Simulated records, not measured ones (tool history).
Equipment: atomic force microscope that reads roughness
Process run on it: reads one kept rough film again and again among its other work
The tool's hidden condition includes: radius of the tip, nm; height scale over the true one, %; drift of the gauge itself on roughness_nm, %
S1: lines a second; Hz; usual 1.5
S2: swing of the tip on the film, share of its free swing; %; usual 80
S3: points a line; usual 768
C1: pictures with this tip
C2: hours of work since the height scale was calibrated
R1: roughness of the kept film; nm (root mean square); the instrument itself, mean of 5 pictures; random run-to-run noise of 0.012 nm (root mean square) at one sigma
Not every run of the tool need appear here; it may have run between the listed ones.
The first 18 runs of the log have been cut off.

{"run": 19, "hour": 204.3, "S1": 1.5, "S2": 80, "S3": 460, "C1": 320, "C2": 283, "R1": 2.127}
{"hour": 217.6, "done": "new tip fitted"}
{"run": 20, "hour": 218.1, "S1": 0.53, "S2": 88, "S3": 355, "C1": 1, "C2": 292, "R1": 2.728}
{"run": 21, "hour": 231.1, "S1": 0.56, "S2": 65, "S3": 768, "C1": 28, "C2": 301, "R1": 2.718}
{"run": 22, "hour": 243.3, "S1": 1.5, "S2": 64, "S3": 768, "C1": 54, "C2": 310, "R1": 2.638}
{"run": 23, "hour": 258.4, "S1": 2.27, "S2": 83, "S3": 768, "C1": 86, "C2": 321, "R1": 2.413}
{"run": 24, "hour": 270.5, "S1": 1.5, "S2": 80, "S3": 330, "C1": 111, "C2": 330, "R1": 2.435}
{"hour": 273.1, "done": "height scale calibrated on a step standard"}
{"run": 25, "hour": 282.8, "S1": 2.72, "S2": 87, "S3": 931, "C1": 135, "C2": 7, "R1": 2.245}
{"run": 26, "hour": 289.7, "S1": 1.37, "S2": 80, "S3": 768, "C1": 150, "C2": 12, "R1": 2.397}
{"run": 27, "hour": 305.7, "S1": 1.4, "S2": 80, "S3": 768, "C1": 184, "C2": 23, "R1": 2.341}
{"run": 28, "hour": 318.6, "S1": 0.58, "S2": 80, "S3": 448, "C1": 211, "C2": 32, "R1": 2.337}
{"run": 29, "hour": 325.8, "S1": 1.55, "S2": 80, "S3": 314, "C1": 226, "C2": 38, "R1": 2.228}
{"run": 30, "hour": 339.6, "S1": 1.78, "S2": 66, "S3": 858, "C1": 255, "C2": 47, "R1": 2.257}
{"hour": 345.7, "done": "height scale calibrated on a step standard, once more"}
{"run": 31, "hour": 351.9, "S1": 0.93, "S2": 68, "S3": 858, "C1": 279, "C2": 4, "R1": 2.25}
{"run": 32, "hour": 362.8, "S1": 3.83, "S2": 59, "S3": 768, "C1": 302, "C2": 12, "R1": 2.162}
{"run": 33, "hour": 371.6, "S1": 1.69, "S2": 56, "S3": 737, "C1": 320, "C2": 18, "R1": 2.19}
{"run": 34, "hour": 381.2, "S1": 1.5, "S2": 62, "S3": 287, "C1": 341, "C2": 25, "R1": 2.143}
{"hour": 385.6, "done": "new tip fitted"}
{"run": 35, "hour": 397.9, "S1": 1.5, "S2": 62, "S3": 287, "C1": 26, "C2": 37, "R1": 2.697}
{"run": 36, "hour": 405.9, "S1": 2.28, "S2": 62, "S3": 267, "C1": 43, "C2": 43, "R1": 2.63}
{"run": 37, "hour": 418.8, "S1": 2.28, "S2": 62, "S3": 267, "C1": 70, "C2": 52, "R1": 2.567}
{"run": 38, "hour": 427.3, "S1": 2.28, "S2": 62, "S3": 267, "C1": 88, "C2": 58, "R1": 2.527}

Each row is a separate what-if for the run after 38, all from the same tool condition, not one after another. Results?
{"run": "A", "hour": 435.4, "S1": 2.28, "S2": 64, "S3": 267, "C1": 105, "C2": 64, "R1": "?"}
{"run": "B", "hour": 435.4, "S1": 2.28, "S2": 62, "S3": 340, "C1": 105, "C2": 64, "R1": "?"}
{"run": "C", "hour": 435.4, "S1": 0.59, "S2": 88, "S3": 267, "C1": 105, "C2": 64, "R1": "?"}
{"run": "D", "hour": 435.4, "S1": 1.15, "S2": 71, "S3": 698, "C1": 105, "C2": 64, "R1": "?"}
{"run": "E", "hour": 435.4, "S1": 1.5, "S2": 69, "S3": 757, "C1": 105, "C2": 64, "R1": "?"}

run=A R1=2.49
run=B R1=2.482
run=C R1=2.489
run=D R1=2.522
run=E R1=2.511
Take away the tool's hidden state, keep each run's random variation, and the runs would have read:
run=A R1=2.728
run=B R1=2.72
run=C R1=2.728
run=D R1=2.764
run=E R1=2.752

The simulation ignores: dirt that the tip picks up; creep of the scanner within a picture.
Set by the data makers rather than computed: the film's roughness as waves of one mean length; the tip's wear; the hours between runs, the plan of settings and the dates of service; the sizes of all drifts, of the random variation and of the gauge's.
